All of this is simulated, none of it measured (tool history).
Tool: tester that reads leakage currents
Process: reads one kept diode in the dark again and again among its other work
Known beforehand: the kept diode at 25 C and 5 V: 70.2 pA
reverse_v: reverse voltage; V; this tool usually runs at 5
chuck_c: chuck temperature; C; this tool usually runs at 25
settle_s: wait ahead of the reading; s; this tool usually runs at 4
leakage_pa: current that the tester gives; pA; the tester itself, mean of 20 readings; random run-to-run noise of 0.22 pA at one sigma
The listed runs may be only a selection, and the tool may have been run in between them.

Run 1, hour 0: usual settings. Result: leakage_pa 70.95 pA.
Run 2, hour 51.5: usual settings. Result: leakage_pa 70.49 pA.
Run 3, hour 89: usual settings. Result: leakage_pa 70.41 pA.
Run 4, hour 166.5: usual settings. Result: leakage_pa 70.6 pA.
Run 5, hour 245.9: usual settings but settle_s 5.21 s. Result: leakage_pa 70.82 pA.
Run 6, hour 332.6: usual settings but settle_s 5.21 s. Result: leakage_pa 70.35 pA.
Run 7, hour 406.5: usual settings but settle_s 5.21 s. Result: leakage_pa 70.71 pA.
Run 8, hour 459.3: usual settings but settle_s 5.21 s. Result: leakage_pa 70.27 pA.
Run 9, hour 539.3: usual settings but settle_s 5.21 s. Result: leakage_pa 70.91 pA.
Run 10, hour 611.9: usual settings but chuck_c 32 C. Result: leakage_pa 135.02 pA.
Run 11, hour 667.8: usual settings but chuck_c 32 C. Result: leakage_pa 135.07 pA.
Run 12, hour 746.9: usual settings but chuck_c 43 C. Result: leakage_pa 352.46 pA.
Run 13, hour 830.3: usual settings but chuck_c 43 C. Result: leakage_pa 350.88 pA.
Run 14, hour 909.8: usual settings. Result: leakage_pa 70.47 pA.
Run 15, hour 984.7: usual settings. Result: leakage_pa 70.89 pA.
Run 16, hour 1030.9: usual settings. Result: leakage_pa 70.68 pA.
Run 17, hour 1117.9: usual settings. Result: leakage_pa 70.75 pA.
Run 18, hour 1183.6: usual settings but reverse_v 8.59 V, chuck_c 30 C, settle_s 1.91 s. Result: leakage_pa 145.21 pA.
At hour 1226.6: chuck's temperature calibrated.
Run 19, hour 1246.6: usual settings but reverse_v 8.59 V, chuck_c 30 C, settle_s 1.91 s. Result: leakage_pa 144.25 pA.
Run 20, hour 1310.2: usual settings but reverse_v 8.59 V, chuck_c 22 C, settle_s 0.92 s. Result: leakage_pa 69.59 pA.

Run 21 has not been measured yet. What should we expect?
Run 21, hour 1387.1: usual settings but reverse_v 1.57 V, chuck_c 22 C, settle_s 0.35 s. Result: leakage_pa ?.

For run 21 the tool returned leakage_pa 31.72 pA.
On a tool with no hidden condition, and with the same random variation, this run would have come out at leakage_pa 31.71 pA.

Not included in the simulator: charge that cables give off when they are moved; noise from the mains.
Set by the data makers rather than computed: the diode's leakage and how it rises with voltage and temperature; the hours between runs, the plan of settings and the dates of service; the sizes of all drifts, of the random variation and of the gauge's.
